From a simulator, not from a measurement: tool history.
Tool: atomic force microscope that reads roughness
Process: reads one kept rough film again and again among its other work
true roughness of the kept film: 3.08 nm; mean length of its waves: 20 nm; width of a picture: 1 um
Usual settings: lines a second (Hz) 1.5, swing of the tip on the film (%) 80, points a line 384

run     day  lines a second (Hz)  swing of the tip on the film (%)  points a line  roughness of the kept film (nm (root mean square))
  1       0                  1.5                                80            384                                               2.264
      2.204  -- new tip fitted
  2   2.867                  1.5                                80            384                                               2.175
      4.625  -- new tip fitted
  3   5.488                  1.5                                80            425                                               2.063
      6.975  -- new tip fitted
  4   7.262                  1.5                                57            384                                               2.305
  5   9.179                  1.5                                82            384                                               1.795
      9.462  -- new tip fitted
  6  10.796                  1.5                                82            384                                               1.953
     11.842  -- new tip fitted
  7  12.512                 0.67                                59            406                                               2.221
     14.158  -- new tip fitted
  8  15.254                 0.67                                59            406                                               2.104
     16.538  -- new tip fitted
  9  18.033                 0.67                                59            406                                               2.075
     18.925  -- new tip fitted
 10  20.588                 0.67                                59            406                                               2.005
     21.325  -- new tip fitted
 11  22.017                 0.67                                59            882                                               2.234
     23.792  -- new tip fitted
 12  24.571                  2.3                                69            280                                               2.093

4 ways to go on from here, each from the tool as it stands after run 12. What would each give?
     26.129  -- new tip fitted
  A  26.688                  2.3                                72            696                                                   ?
     26.129  -- new tip fitted
  B  26.688                 2.47                                69            320                                                   ?
     26.129  -- new tip fitted
  C  26.688                 2.96                                69            280                                                   ?
     26.129  -- new tip fitted
  D  26.688                 2.31                                65            890                                                   ?

run  roughness of the kept film (nm (root mean square))
  A                                               2.156
  B                                               2.127
  C                                               2.074
  D                                               2.206
Without the tool's hidden state the same runs would have given:
run  roughness of the kept film (nm (root mean square))
  A                                               2.386
  B                                               2.354
  C                                               2.297
  D                                               2.441
